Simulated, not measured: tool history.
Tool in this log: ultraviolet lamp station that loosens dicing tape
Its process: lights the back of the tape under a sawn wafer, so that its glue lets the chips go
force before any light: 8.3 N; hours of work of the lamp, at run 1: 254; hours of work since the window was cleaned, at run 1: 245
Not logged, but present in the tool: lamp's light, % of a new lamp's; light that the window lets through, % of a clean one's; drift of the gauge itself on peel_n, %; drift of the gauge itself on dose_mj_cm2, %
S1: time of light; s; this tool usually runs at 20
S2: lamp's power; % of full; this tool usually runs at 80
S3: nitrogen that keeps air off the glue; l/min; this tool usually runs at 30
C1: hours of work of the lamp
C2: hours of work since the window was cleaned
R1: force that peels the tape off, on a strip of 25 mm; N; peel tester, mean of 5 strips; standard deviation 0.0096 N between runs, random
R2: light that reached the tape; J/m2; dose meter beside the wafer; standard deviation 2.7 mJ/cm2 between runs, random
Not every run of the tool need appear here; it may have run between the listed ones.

{"run": 1, "hour": 0.0, "S1": 20, "S2": 80, "S3": 30, "C1": 254, "C2": 245, "R1": 0.689, "R2": 2960}
{"run": 2, "hour": 9.6, "S1": 20, "S2": 80, "S3": 30, "C1": 260, "C2": 251, "R1": 0.683, "R2": 2920}
{"run": 3, "hour": 19.9, "S1": 20, "S2": 99, "S3": 30, "C1": 266, "C2": 257, "R1": 0.455, "R2": 3610}
{"run": 4, "hour": 29.4, "S1": 20, "S2": 99, "S3": 30, "C1": 273, "C2": 264, "R1": 0.455, "R2": 3610}
{"run": 5, "hour": 34.5, "S1": 20, "S2": 99, "S3": 30, "C1": 276, "C2": 267, "R1": 0.458, "R2": 3550}
{"run": 6, "hour": 40.8, "S1": 20, "S2": 99, "S3": 30, "C1": 280, "C2": 271, "R1": 0.453, "R2": 3600}
{"run": 7, "hour": 49.7, "S1": 20, "S2": 80, "S3": 30, "C1": 286, "C2": 277, "R1": 0.696, "R2": 2840}
{"run": 8, "hour": 61.1, "S1": 20, "S2": 80, "S3": 30, "C1": 293, "C2": 284, "R1": 0.733, "R2": 2880}
{"run": 9, "hour": 71.0, "S1": 17, "S2": 64, "S3": 18, "C1": 299, "C2": 290, "R1": 2.043, "R2": 1950}
{"run": 10, "hour": 80.9, "S1": 17, "S2": 64, "S3": 18, "C1": 306, "C2": 297, "R1": 2.012, "R2": 1930}
{"run": 11, "hour": 88.7, "S1": 17, "S2": 64, "S3": 16, "C1": 311, "C2": 302, "R1": 2.221, "R2": 1910}
{"run": 12, "hour": 99.6, "S1": 17, "S2": 64, "S3": 16, "C1": 318, "C2": 309, "R1": 2.192, "R2": 1870}
{"run": 13, "hour": 107.3, "S1": 17, "S2": 64, "S3": 16, "C1": 323, "C2": 314, "R1": 2.275, "R2": 1830}
{"run": 14, "hour": 112.4, "S1": 29, "S2": 80, "S3": 30, "C1": 326, "C2": 317, "R1": 0.36, "R2": 4050}
{"run": 15, "hour": 117.6, "S1": 29, "S2": 88, "S3": 30, "C1": 329, "C2": 320, "R1": 0.299, "R2": 4350}

Alternative continuations, all from the tool just after run 15; predict every row:
{"run": "A", "hour": 123.8, "S1": 29, "S2": 88, "S3": 10, "C1": 333, "C2": 324, "R1": "?", "R2": "?"}
{"run": "B", "hour": 123.8, "S1": 36, "S2": 90, "S3": 28, "C1": 333, "C2": 324, "R1": "?", "R2": "?"}
{"run": "C", "hour": 123.8, "S1": 20, "S2": 77, "S3": 37, "C1": 333, "C2": 324, "R1": "?", "R2": "?"}
{"run": "D", "hour": 123.8, "S1": 11, "S2": 83, "S3": 18, "C1": 333, "C2": 324, "R1": "?", "R2": "?"}
{"run": "E", "hour": 123.8, "S1": 29, "S2": 73, "S3": 59, "C1": 333, "C2": 324, "R1": "?", "R2": "?"}

run=A R1=0.744 R2=4390
run=B R1=0.224 R2=5560
run=C R1=0.746 R2=2620
run=D R1=2.646 R2=1590
run=E R1=0.281 R2=3630
With no hidden state in the tool, these same runs would have given:
run=A R1=0.380 R2=6040
run=B R1=0.177 R2=7660
run=C R1=0.384 R2=3610
run=D R1=1.757 R2=2180
run=E R1=0.184 R2=5000

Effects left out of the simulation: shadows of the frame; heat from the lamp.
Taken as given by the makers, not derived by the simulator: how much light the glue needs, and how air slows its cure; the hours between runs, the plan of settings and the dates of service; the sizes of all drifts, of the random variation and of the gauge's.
